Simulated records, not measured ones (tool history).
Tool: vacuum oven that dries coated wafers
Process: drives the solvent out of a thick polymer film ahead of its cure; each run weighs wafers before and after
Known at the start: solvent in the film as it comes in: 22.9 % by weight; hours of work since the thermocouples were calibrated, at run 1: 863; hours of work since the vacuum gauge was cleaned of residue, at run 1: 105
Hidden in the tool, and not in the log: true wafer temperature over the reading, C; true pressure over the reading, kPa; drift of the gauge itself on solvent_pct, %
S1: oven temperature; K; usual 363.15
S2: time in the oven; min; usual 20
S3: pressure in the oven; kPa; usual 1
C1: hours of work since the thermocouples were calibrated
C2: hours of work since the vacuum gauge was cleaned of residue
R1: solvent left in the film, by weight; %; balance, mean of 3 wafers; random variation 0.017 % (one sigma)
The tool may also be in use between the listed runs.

run,day,S1,S2,S3,C1,C2,R1
1,0,363.15,20,1,863,105,3.33
2,0.55,363.15,20,1,869,112,3.36
3,1.1,363.15,20,1,876,119,3.38
4,1.588,363.15,20,1,882,125,3.36
5,2.008,363.15,14,1,888,130,5.43
6,2.475,363.15,14,1,894,136,5.46
7,2.738,363.15,14,1,897,139,5.4
8,3.225,363.15,12,1,903,145,6.42
9,3.658,363.15,12,1,908,151,6.41
10,4.192,363.15,26,1,915,157,2.16
11,4.458,363.15,20,1,918,161,3.33
# day 4.783: oven's thermocouples calibrated
12,4.971,363.15,21,1,2,166,3.57
13,5.4,363.15,21,1,8,171,3.59
14,5.762,364.15,20,1,12,176,3.41
15,6.146,364.15,20,1,17,181,3.4
16,6.671,364.15,20,1,24,187,3.43
# day 6.767: vacuum gauge cleaned of residue and calibrated
17,7.221,364.15,20,1,30,6,3.44
18,7.671,366.15,16,1,35,11,3.86
19,7.942,371.15,20,1,39,15,1.36
20,8.521,371.15,20,1,46,22,1.35
# day 9.108: vacuum gauge cleaned of residue and calibrated, once more
21,9.217,370.15,21,1.94,54,1,1.84
22,9.596,370.15,11,2.86,59,6,4.98
23,9.875,352.15,13,1,62,10,11.74
24,10.392,352.15,13,1,69,16,11.68
25,10.779,363.15,27,1,74,21,2.3

The same runs without the tool's hidden state, with the same run-to-run variation:
run,R1
1,3.91
2,3.93
3,3.95
4,3.93
5,6.12
6,6.16
7,6.1
8,7.14
9,7.13
10,2.6
11,3.91
12,3.66
13,3.68
14,3.5
15,3.49
16,3.52
17,3.53
18,3.96
19,1.38
20,1.38
21,1.92
22,5.16
23,11.92
24,11.86
25,2.43
